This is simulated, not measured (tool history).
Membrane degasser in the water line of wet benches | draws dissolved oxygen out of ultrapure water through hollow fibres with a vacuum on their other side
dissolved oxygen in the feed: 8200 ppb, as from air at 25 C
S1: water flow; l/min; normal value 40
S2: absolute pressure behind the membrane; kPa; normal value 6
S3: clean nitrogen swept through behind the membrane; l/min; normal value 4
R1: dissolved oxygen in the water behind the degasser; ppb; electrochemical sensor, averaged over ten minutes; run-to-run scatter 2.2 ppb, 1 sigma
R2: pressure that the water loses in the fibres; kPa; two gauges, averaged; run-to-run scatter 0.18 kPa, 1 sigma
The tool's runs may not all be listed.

run,hour,S1,S2,S3,R1,R2
1,0,40,6,4,233.8,52.83
2,180.8,29,6,4,135.5,38.46
3,353.5,29,6,4,132.7,38.15
4,520.5,29,6,4,134.6,37.82
5,619.4,29,4.05,4,101.6,38.11
6,781.2,29,4.05,4,102.2,38.14
7,892.1,29,4.05,4,102.1,38.24
8,991.6,28,6,4,126.4,37.22
9,1091.3,59,6,4.1,439,77.98
10,1217.1,36,7.12,2.84,254.1,47.28
11,1317.8,46,13.39,6.69,384.1,61.07
12,1476.7,60,13.62,3,771.2,79.15

Predict the results of run 13:
13,1590.2,60,4.09,3.4,?,?

For run 13 the tool returned R1 405.4 ppb, R2 79.2 kPa.
If the tool had no hidden condition, the same run with the same run-to-run variation would have returned R1 366.8 ppb, R2 76.92 kPa.

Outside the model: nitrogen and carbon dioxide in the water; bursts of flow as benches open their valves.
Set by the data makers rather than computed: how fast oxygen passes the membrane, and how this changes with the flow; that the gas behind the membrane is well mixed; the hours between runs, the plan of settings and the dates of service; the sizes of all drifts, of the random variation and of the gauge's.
